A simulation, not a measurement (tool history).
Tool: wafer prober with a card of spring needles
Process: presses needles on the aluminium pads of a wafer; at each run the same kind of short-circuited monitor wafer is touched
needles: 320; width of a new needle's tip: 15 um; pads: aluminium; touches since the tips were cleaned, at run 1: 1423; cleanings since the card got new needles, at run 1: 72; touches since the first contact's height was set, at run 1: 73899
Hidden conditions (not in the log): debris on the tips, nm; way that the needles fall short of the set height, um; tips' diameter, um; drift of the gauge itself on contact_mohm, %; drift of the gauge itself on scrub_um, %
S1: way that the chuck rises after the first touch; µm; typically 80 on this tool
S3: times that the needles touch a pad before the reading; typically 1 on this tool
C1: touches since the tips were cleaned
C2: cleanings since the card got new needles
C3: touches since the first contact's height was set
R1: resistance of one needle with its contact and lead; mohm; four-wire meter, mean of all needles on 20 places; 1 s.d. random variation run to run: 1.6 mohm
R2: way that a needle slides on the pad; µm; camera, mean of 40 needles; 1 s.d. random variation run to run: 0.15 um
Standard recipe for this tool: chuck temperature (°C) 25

run 1 hour=0.0 | S1=80 chuck_temperature_(°C)=25 S3=1 | C1=1423 C2=72 C3=73899 | R1=185 R2=21.55
-- hour=5.3 tips cleaned on abrasive film
-- hour=14.2 tips cleaned on abrasive film
-- hour=21.2 tips cleaned on abrasive film
-- hour=30.1 tips cleaned on abrasive film
run 2 hour=30.5 | S1=80 chuck_temperature_(°C)=25 S3=1 | C1=202 C2=76 C3=86936 | R1=165 R2=21.03
-- hour=37.6 tips cleaned on abrasive film
-- hour=44.7 tips cleaned on abrasive film
-- hour=51.8 tips cleaned on abrasive film
-- hour=58.9 tips cleaned on abrasive film
-- hour=67.7 tips cleaned on abrasive film
-- hour=74.8 tips cleaned on abrasive film
run 3 hour=81.0 | S1=80 chuck_temperature_(°C)=25 S3=3 | C1=2709 C2=82 C3=108519 | R1=177 R2=21.13
-- hour=82.9 tips cleaned on abrasive film
-- hour=89.9 tips cleaned on abrasive film
-- hour=98.8 tips cleaned on abrasive film
-- hour=107.6 tips cleaned on abrasive film
-- hour=114.7 tips cleaned on abrasive film
-- hour=121.9 tips cleaned on abrasive film
run 4 hour=121.9 | S1=80 chuck_temperature_(°C)=25 S3=1 | C1=0 C2=88 C3=125939 | R1=164 R2=21.05
-- hour=130.7 tips cleaned on abrasive film
-- hour=137.8 tips cleaned on abrasive film
-- hour=144.9 tips cleaned on abrasive film
-- hour=150.2 tips cleaned on abrasive film, once more
-- hour=159.0 tips cleaned on abrasive film
-- hour=166.1 tips cleaned on abrasive film
run 5 hour=171.9 | S1=80 chuck_temperature_(°C)=25 S3=1 | C1=2515 C2=94 C3=147324 | R1=202 R2=20.97
-- hour=173.8 tips cleaned on abrasive film
-- hour=180.8 tips cleaned on abrasive film
-- hour=187.9 tips cleaned on abrasive film
-- hour=196.8 tips cleaned on abrasive film
run 6 hour=203.7 | S1=80 chuck_temperature_(°C)=25 S3=1 | C1=3011 C2=98 C3=160904 | R1=211 R2=20.55
-- hour=205.6 tips cleaned on abrasive film
-- hour=214.4 tips cleaned on abrasive film
-- hour=223.2 tips cleaned on abrasive film
-- hour=230.5 height of the first contact set anew
-- hour=232.3 tips cleaned on abrasive film
-- hour=239.4 tips cleaned on abrasive film
-- hour=246.5 tips cleaned on abrasive film
-- hour=255.3 tips cleaned on abrasive film
run 7 hour=259.5 | S1=80 chuck_temperature_(°C)=25 S3=1 | C1=1797 C2=105 C3=12366 | R1=194 R2=21.98
-- hour=263.1 tips cleaned on abrasive film
-- hour=270.1 tips cleaned on abrasive film
-- hour=277.2 tips cleaned on abrasive film
-- hour=286.0 tips cleaned on abrasive film
-- hour=294.9 tips cleaned on abrasive film
run 8 hour=301.7 | S1=80 chuck_temperature_(°C)=25 S3=1 | C1=2971 C2=110 C3=30436 | R1=207 R2=21.67
-- hour=303.6 tips cleaned on abrasive film
-- hour=310.7 tips cleaned on abrasive film
-- hour=319.5 tips cleaned on abrasive film
-- hour=328.3 tips cleaned on abrasive film
-- hour=335.4 tips cleaned on abrasive film
-- hour=342.5 tips cleaned on abrasive film
-- hour=349.6 tips cleaned on abrasive film
-- hour=356.6 tips cleaned on abrasive film
run 9 hour=359.6 | S1=80 chuck_temperature_(°C)=25 S3=1 | C1=1262 C2=118 C3=55102 | R1=188 R2=21.78
-- hour=364.9 tips cleaned on abrasive film
-- hour=372.0 tips cleaned on abrasive film
-- hour=380.8 tips cleaned on abrasive film
-- hour=387.9 tips cleaned on abrasive film
-- hour=395.0 tips cleaned on abrasive film
run 10 hour=400.3 | S1=80 chuck_temperature_(°C)=49 S3=1 | C1=2319 C2=123 C3=72521 | R1=205 R2=21.40
-- hour=402.2 tips cleaned on abrasive film
-- hour=411.0 tips cleaned on abrasive film
-- hour=418.1 tips cleaned on abrasive film
-- hour=426.9 tips cleaned on abrasive film
-- hour=435.7 tips cleaned on abrasive film
-- hour=444.6 tips cleaned on abrasive film
-- hour=451.6 tips cleaned on abrasive film
run 11 hour=455.9 | S1=80 chuck_temperature_(°C)=49 S3=1 | C1=1843 C2=130 C3=96265 | R1=205 R2=21.31
-- hour=459.5 tips cleaned on abrasive film
-- hour=466.6 tips cleaned on abrasive film
-- hour=473.7 tips cleaned on abrasive film
-- hour=480.7 tips cleaned on abrasive film
run 12 hour=483.0 | S1=80 chuck_temperature_(°C)=49 S3=1 | C1=958 C2=134 C3=107793 | R1=185 R2=21.34
-- hour=488.3 tips cleaned on abrasive film
-- hour=495.4 tips cleaned on abrasive film
-- hour=504.2 tips cleaned on abrasive film
-- hour=511.3 tips cleaned on abrasive film
run 13 hour=516.3 | S1=97 chuck_temperature_(°C)=77 S3=1 | C1=2185 C2=138 C3=122057 | R1=199 R2=25.95
-- hour=519.9 tips cleaned on abrasive film
-- hour=527.0 tips cleaned on abrasive film
-- hour=535.8 tips cleaned on abrasive film
-- hour=542.9 tips cleaned on abrasive film
run 14 hour=545.6 | S1=100 chuck_temperature_(°C)=70 S3=1 | C1=1174 C2=142 C3=134556 | R1=185 R2=26.53
-- hour=551.0 tips cleaned on abrasive film
-- hour=558.0 tips cleaned on abrasive film
-- hour=566.9 tips cleaned on abrasive film
-- hour=575.7 tips cleaned on abrasive film
-- hour=584.5 tips cleaned on abrasive film
run 15 hour=589.4 | S1=100 chuck_temperature_(°C)=70 S3=2 | C1=2094 C2=147 C3=153260 | R1=187 R2=26.34
-- hour=592.9 tips cleaned on abrasive film
-- hour=600.0 tips cleaned on abrasive film
-- hour=608.8 tips cleaned on abrasive film
-- hour=615.9 tips cleaned on abrasive film
-- hour=624.8 tips cleaned on abrasive film
-- hour=633.6 tips cleaned on abrasive film
-- hour=635.6 height of the first contact set anew
-- hour=641.0 tips cleaned on abrasive film
run 16 hour=647.8 | S1=100 chuck_temperature_(°C)=70 S3=2 | C1=2956 C2=154 C3=5221 | R1=185 R2=27.23
-- hour=649.6 tips cleaned on abrasive film
-- hour=658.5 tips cleaned on abrasive film
-- hour=665.5 tips cleaned on abrasive film
-- hour=674.4 tips cleaned on abrasive film
-- hour=683.2 tips cleaned on abrasive film
-- hour=690.3 tips cleaned on abrasive film
-- hour=697.4 tips cleaned on abrasive film
run 17 hour=701.8 | S1=64 chuck_temperature_(°C)=32 S3=3 | C1=1944 C2=161 C3=28304 | R1=185 R2=17.38

Each row is a separate what-if for the run after 17, all from the same tool condition, not one after another. Results?
-- hour=705.4 tips cleaned on abrasive film
-- hour=712.5 tips cleaned on abrasive film
-- hour=721.3 tips cleaned on abrasive film
run A hour=727.1 | S1=80 chuck_temperature_(°C)=61 S3=1 | C1=2496 C2=164 C3=39104 | R1=? R2=?
-- hour=705.4 tips cleaned on abrasive film
-- hour=712.5 tips cleaned on abrasive film
-- hour=721.3 tips cleaned on abrasive film
run B hour=727.1 | S1=63 chuck_temperature_(°C)=25 S3=3 | C1=2496 C2=164 C3=39104 | R1=? R2=?
-- hour=705.4 tips cleaned on abrasive film
-- hour=712.5 tips cleaned on abrasive film
-- hour=721.3 tips cleaned on abrasive film
run C hour=727.1 | S1=66 chuck_temperature_(°C)=25 S3=2 | C1=2496 C2=164 C3=39104 | R1=? R2=?
-- hour=705.4 tips cleaned on abrasive film
-- hour=712.5 tips cleaned on abrasive film
-- hour=721.3 tips cleaned on abrasive film
run D hour=727.1 | S1=79 chuck_temperature_(°C)=25 S3=1 | C1=2496 C2=164 C3=39104 | R1=? R2=?

run=A R1=210 R2=21.67
run=B R1=189 R2=17.23
run=C R1=203 R2=17.92
run=D R1=210 R2=21.23
Stripped of hidden state, with their random variation kept, the same runs would have yielded:
run=A R1=162 R2=21.92
run=B R1=160 R2=17.47
run=C R1=160 R2=18.16
run=D R1=158 R2=21.47
